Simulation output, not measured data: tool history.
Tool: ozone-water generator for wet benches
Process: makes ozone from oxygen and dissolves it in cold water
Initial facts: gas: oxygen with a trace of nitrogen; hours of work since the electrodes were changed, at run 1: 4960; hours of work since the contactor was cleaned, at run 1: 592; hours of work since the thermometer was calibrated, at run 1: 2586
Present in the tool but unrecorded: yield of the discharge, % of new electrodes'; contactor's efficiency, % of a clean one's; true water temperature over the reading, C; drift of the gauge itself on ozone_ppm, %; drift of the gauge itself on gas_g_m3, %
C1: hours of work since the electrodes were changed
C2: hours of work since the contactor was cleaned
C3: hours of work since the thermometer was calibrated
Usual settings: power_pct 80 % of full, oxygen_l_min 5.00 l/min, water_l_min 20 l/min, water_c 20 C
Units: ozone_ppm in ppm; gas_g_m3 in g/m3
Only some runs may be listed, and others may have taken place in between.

{"run": 1, "hour": 0.0, "power_pct": 80, "oxygen_l_min": 5.0, "water_l_min": 20, "water_c": 20, "C1": 4960, "C2": 592, "C3": 2586, "ozone_ppm": 21.5, "gas_g_m3": 196.8}
{"run": 2, "hour": 79.1, "power_pct": 80, "oxygen_l_min": 5.0, "water_l_min": 15, "water_c": 20, "C1": 5036, "C2": 668, "C3": 2661, "ozone_ppm": 25.8, "gas_g_m3": 198.0}
{"run": 3, "hour": 197.2, "power_pct": 80, "oxygen_l_min": 5.0, "water_l_min": 15, "water_c": 20, "C1": 5149, "C2": 781, "C3": 2774, "ozone_ppm": 25.8, "gas_g_m3": 197.4}
{"run": 4, "hour": 271.5, "power_pct": 80, "oxygen_l_min": 5.0, "water_l_min": 20, "water_c": 20, "C1": 5220, "C2": 852, "C3": 2845, "ozone_ppm": 21.2, "gas_g_m3": 196.2}
{"run": 5, "hour": 403.0, "power_pct": 80, "oxygen_l_min": 5.0, "water_l_min": 20, "water_c": 20, "C1": 5346, "C2": 977, "C3": 2971, "ozone_ppm": 21.1, "gas_g_m3": 195.9}
{"run": 6, "hour": 519.0, "power_pct": 80, "oxygen_l_min": 5.0, "water_l_min": 20, "water_c": 20, "C1": 5457, "C2": 1088, "C3": 3082, "ozone_ppm": 20.9, "gas_g_m3": 195.7}
{"run": 7, "hour": 600.3, "power_pct": 60, "oxygen_l_min": 5.0, "water_l_min": 20, "water_c": 20, "C1": 5534, "C2": 1166, "C3": 3159, "ozone_ppm": 18.3, "gas_g_m3": 170.9}
{"run": 8, "hour": 689.1, "power_pct": 80, "oxygen_l_min": 5.0, "water_l_min": 20, "water_c": 20, "C1": 5619, "C2": 1251, "C3": 3244, "ozone_ppm": 21.0, "gas_g_m3": 196.0}
{"run": 9, "hour": 807.3, "power_pct": 80, "oxygen_l_min": 5.0, "water_l_min": 20, "water_c": 20, "C1": 5732, "C2": 1364, "C3": 3357, "ozone_ppm": 20.6, "gas_g_m3": 194.2}
{"run": 10, "hour": 875.8, "power_pct": 80, "oxygen_l_min": 5.0, "water_l_min": 20, "water_c": 20, "C1": 5798, "C2": 1429, "C3": 3423, "ozone_ppm": 20.8, "gas_g_m3": 195.5}
{"run": 11, "hour": 975.8, "power_pct": 80, "oxygen_l_min": 5.0, "water_l_min": 20, "water_c": 20, "C1": 5893, "C2": 1525, "C3": 3518, "ozone_ppm": 20.7, "gas_g_m3": 193.3}
{"run": 12, "hour": 1049.8, "power_pct": 80, "oxygen_l_min": 5.0, "water_l_min": 20, "water_c": 20, "C1": 5964, "C2": 1596, "C3": 3589, "ozone_ppm": 20.7, "gas_g_m3": 192.5}
{"hour": 1140.8, "done": "water thermometer calibrated"}
{"run": 13, "hour": 1167.9, "power_pct": 80, "oxygen_l_min": 5.0, "water_l_min": 20, "water_c": 20, "C1": 6076, "C2": 1708, "C3": 26, "ozone_ppm": 20.8, "gas_g_m3": 191.5}
{"run": 14, "hour": 1233.0, "power_pct": 80, "oxygen_l_min": 5.0, "water_l_min": 20, "water_c": 20, "C1": 6139, "C2": 1770, "C3": 88, "ozone_ppm": 20.6, "gas_g_m3": 192.6}
{"run": 15, "hour": 1290.7, "power_pct": 80, "oxygen_l_min": 5.0, "water_l_min": 20, "water_c": 20, "C1": 6194, "C2": 1826, "C3": 143, "ozone_ppm": 20.6, "gas_g_m3": 191.3}
{"run": 16, "hour": 1363.4, "power_pct": 71, "oxygen_l_min": 5.0, "water_l_min": 20, "water_c": 20, "C1": 6263, "C2": 1895, "C3": 213, "ozone_ppm": 19.3, "gas_g_m3": 181.6}
{"run": 17, "hour": 1420.1, "power_pct": 54, "oxygen_l_min": 4.0, "water_l_min": 25, "water_c": 20, "C1": 6317, "C2": 1949, "C3": 267, "ozone_ppm": 13.9, "gas_g_m3": 175.3}
{"run": 18, "hour": 1539.9, "power_pct": 54, "oxygen_l_min": 4.0, "water_l_min": 25, "water_c": 20, "C1": 6432, "C2": 2064, "C3": 381, "ozone_ppm": 13.7, "gas_g_m3": 174.5}
{"run": 19, "hour": 1633.2, "power_pct": 54, "oxygen_l_min": 4.0, "water_l_min": 25, "water_c": 20, "C1": 6521, "C2": 2153, "C3": 471, "ozone_ppm": 13.7, "gas_g_m3": 176.3}
{"hour": 1645.0, "done": "contactor cleaned"}
{"run": 20, "hour": 1764.3, "power_pct": 100, "oxygen_l_min": 5.6, "water_l_min": 23, "water_c": 14, "C1": 6643, "C2": 114, "C3": 592, "ozone_ppm": 21.9, "gas_g_m3": 201.4}
{"run": 21, "hour": 1847.2, "power_pct": 100, "oxygen_l_min": 5.6, "water_l_min": 23, "water_c": 14, "C1": 6722, "C2": 193, "C3": 671, "ozone_ppm": 21.9, "gas_g_m3": 201.9}
{"run": 22, "hour": 1979.0, "power_pct": 100, "oxygen_l_min": 2.87, "water_l_min": 16, "water_c": 13, "C1": 6848, "C2": 319, "C3": 797, "ozone_ppm": 25.4, "gas_g_m3": 265.3}
{"run": 23, "hour": 2080.7, "power_pct": 53, "oxygen_l_min": 2.87, "water_l_min": 27, "water_c": 28, "C1": 6945, "C2": 416, "C3": 895, "ozone_ppm": 10.5, "gas_g_m3": 197.7}
{"run": 24, "hour": 2169.1, "power_pct": 53, "oxygen_l_min": 2.87, "water_l_min": 27, "water_c": 28, "C1": 7030, "C2": 501, "C3": 979, "ozone_ppm": 10.4, "gas_g_m3": 196.4}
{"run": 25, "hour": 2278.9, "power_pct": 53, "oxygen_l_min": 2.87, "water_l_min": 27, "water_c": 28, "C1": 7135, "C2": 606, "C3": 1084, "ozone_ppm": 10.3, "gas_g_m3": 196.2}
{"hour": 2321.4, "done": "contactor cleaned, once more"}
{"run": 26, "hour": 2400.7, "power_pct": 67, "oxygen_l_min": 4.69, "water_l_min": 12, "water_c": 25, "C1": 7247, "C2": 76, "C3": 1197, "ozone_ppm": 23.7, "gas_g_m3": 178.1}
{"run": 27, "hour": 2467.6, "power_pct": 67, "oxygen_l_min": 4.69, "water_l_min": 12, "water_c": 25, "C1": 7311, "C2": 140, "C3": 1261, "ozone_ppm": 23.6, "gas_g_m3": 178.7}
{"run": 28, "hour": 2570.4, "power_pct": 67, "oxygen_l_min": 4.69, "water_l_min": 12, "water_c": 25, "C1": 7409, "C2": 238, "C3": 1359, "ozone_ppm": 23.5, "gas_g_m3": 176.2}
{"run": 29, "hour": 2644.3, "power_pct": 67, "oxygen_l_min": 3.33, "water_l_min": 26, "water_c": 22, "C1": 7480, "C2": 309, "C3": 1429, "ozone_ppm": 13.6, "gas_g_m3": 203.7}
{"run": 30, "hour": 2739.0, "power_pct": 67, "oxygen_l_min": 3.33, "water_l_min": 26, "water_c": 22, "C1": 7571, "C2": 399, "C3": 1520, "ozone_ppm": 13.8, "gas_g_m3": 205.3}
{"run": 31, "hour": 2796.3, "power_pct": 80, "oxygen_l_min": 6.92, "water_l_min": 12, "water_c": 20, "C1": 7625, "C2": 454, "C3": 1575, "ozone_ppm": 27.5, "gas_g_m3": 163.8}
{"run": 32, "hour": 2856.9, "power_pct": 80, "oxygen_l_min": 5.0, "water_l_min": 20, "water_c": 13, "C1": 7683, "C2": 512, "C3": 1633, "ozone_ppm": 22.2, "gas_g_m3": 185.7}

Each run again, without the hidden state but with its own random variation kept:
run=1 ozone_ppm=24.2 gas_g_m3=218.4
run=2 ozone_ppm=29.1 gas_g_m3=220.1
run=3 ozone_ppm=29.2 gas_g_m3=219.9
run=4 ozone_ppm=24.1 gas_g_m3=218.9
run=5 ozone_ppm=24.0 gas_g_m3=219.2
run=6 ozone_ppm=24.0 gas_g_m3=219.5
run=7 ozone_ppm=20.7 gas_g_m3=189.0
run=8 ozone_ppm=24.2 gas_g_m3=220.5
run=9 ozone_ppm=23.9 gas_g_m3=219.1
run=10 ozone_ppm=24.1 gas_g_m3=220.9
run=11 ozone_ppm=24.0 gas_g_m3=218.8
run=12 ozone_ppm=24.1 gas_g_m3=218.3
run=13 ozone_ppm=24.2 gas_g_m3=217.7
run=14 ozone_ppm=24.0 gas_g_m3=219.2
run=15 ozone_ppm=24.1 gas_g_m3=217.8
run=16 ozone_ppm=22.5 gas_g_m3=205.7
run=17 ozone_ppm=16.0 gas_g_m3=195.5
run=18 ozone_ppm=15.8 gas_g_m3=194.9
run=19 ozone_ppm=15.8 gas_g_m3=197.3
run=20 ozone_ppm=26.9 gas_g_m3=235.2
run=21 ozone_ppm=26.9 gas_g_m3=236.4
run=22 ozone_ppm=31.2 gas_g_m3=311.3
run=23 ozone_ppm=12.5 gas_g_m3=222.8
run=24 ozone_ppm=12.4 gas_g_m3=221.6
run=25 ozone_ppm=12.3 gas_g_m3=221.9
run=26 ozone_ppm=27.4 gas_g_m3=205.1
run=27 ozone_ppm=27.4 gas_g_m3=206.1
run=28 ozone_ppm=27.4 gas_g_m3=203.7
run=29 ozone_ppm=15.9 gas_g_m3=235.7
run=30 ozone_ppm=16.1 gas_g_m3=238.1
run=31 ozone_ppm=32.7 gas_g_m3=192.6
run=32 ozone_ppm=26.5 gas_g_m3=218.8
